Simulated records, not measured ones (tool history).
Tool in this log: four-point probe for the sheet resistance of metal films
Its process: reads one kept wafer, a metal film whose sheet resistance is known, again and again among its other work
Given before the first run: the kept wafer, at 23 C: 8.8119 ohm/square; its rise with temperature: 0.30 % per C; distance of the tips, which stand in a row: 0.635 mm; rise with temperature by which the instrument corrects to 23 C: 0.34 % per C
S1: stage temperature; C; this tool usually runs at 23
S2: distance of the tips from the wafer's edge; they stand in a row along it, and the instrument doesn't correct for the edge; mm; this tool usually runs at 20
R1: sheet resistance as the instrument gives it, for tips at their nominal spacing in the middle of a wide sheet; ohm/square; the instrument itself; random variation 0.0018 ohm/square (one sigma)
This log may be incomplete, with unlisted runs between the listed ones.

run 1 hour=0.0 | S1=23 S2=20 | R1=8.783944
run 2 hour=55.4 | S1=23 S2=5 | R1=8.847356
run 3 hour=91.3 | S1=23 S2=5 | R1=8.851884
run 4 hour=144.3 | S1=23 S2=55 | R1=8.775413
run 5 hour=188.7 | S1=23 S2=55 | R1=8.774377
run 6 hour=241.5 | S1=23 S2=55 | R1=8.773712
run 7 hour=293.2 | S1=23 S2=55 | R1=8.771769
run 8 hour=335.0 | S1=23 S2=26 | R1=8.776566
run 9 hour=375.2 | S1=19 S2=20 | R1=8.785911
run 10 hour=406.5 | S1=23 S2=20 | R1=8.778370
run 11 hour=452.2 | S1=23 S2=20 | R1=8.774234
run 12 hour=488.9 | S1=23 S2=61 | R1=8.768479
run 13 hour=515.1 | S1=23 S2=61 | R1=8.769819
run 14 hour=547.0 | S1=23 S2=61 | R1=8.766994
run 15 hour=571.8 | S1=23 S2=61 | R1=8.768437
run 16 hour=627.0 | S1=19 S2=66 | R1=8.777194
run 17 hour=661.7 | S1=29 S2=4 | R1=8.874646
run 18 hour=713.7 | S1=22 S2=6 | R1=8.828212
run 19 hour=737.4 | S1=30 S2=20 | R1=8.753195
run 20 hour=794.7 | S1=22 S2=7 | R1=8.812282
run 21 hour=846.1 | S1=25 S2=27 | R1=8.762777
run 22 hour=890.2 | S1=25 S2=27 | R1=8.764676
run 23 hour=945.6 | S1=25 S2=18 | R1=8.771249
run 24 hour=996.6 | S1=26 S2=5 | R1=8.836306
run 25 hour=1036.9 | S1=26 S2=5 | R1=8.837108
run 26 hour=1073.6 | S1=26 S2=5 | R1=8.835634
run 27 hour=1120.9 | S1=26 S2=5 | R1=8.830696
run 28 hour=1162.8 | S1=26 S2=5 | R1=8.832542
run 29 hour=1213.6 | S1=26 S2=5 | R1=8.830404
run 30 hour=1243.0 | S1=35 S2=4 | R1=8.846532

Missing from the log above: 2 entries noted between runs. For each, name the pair of listed runs it sits between and say how the tool's hidden condition differs from the listed run just before to the listed run just after:
In the gap between runs 15 and 16: stage's thermometer calibrated (hour 576.8)
  inner tips' distance over the nominal, %: -0.394 -> -0.399; tips' flats over new ones', %: 27 -> 28; wafer's true temperature over the reading, C: -0.22 -> -0.33
  what was measured, less what the result would be without the hidden state, R1: -0.043446 -> -0.047173 ohm/square
In the gap between runs 16 and 17: stage's thermometer calibrated, once more (hour 660.0)
  inner tips' distance over the nominal, %: -0.399 -> -0.403; wafer's true temperature over the reading, C: -0.33 -> -0.03
  what was measured, less what the result would be without the hidden state, R1: -0.047173 -> -0.039653 ohm/square
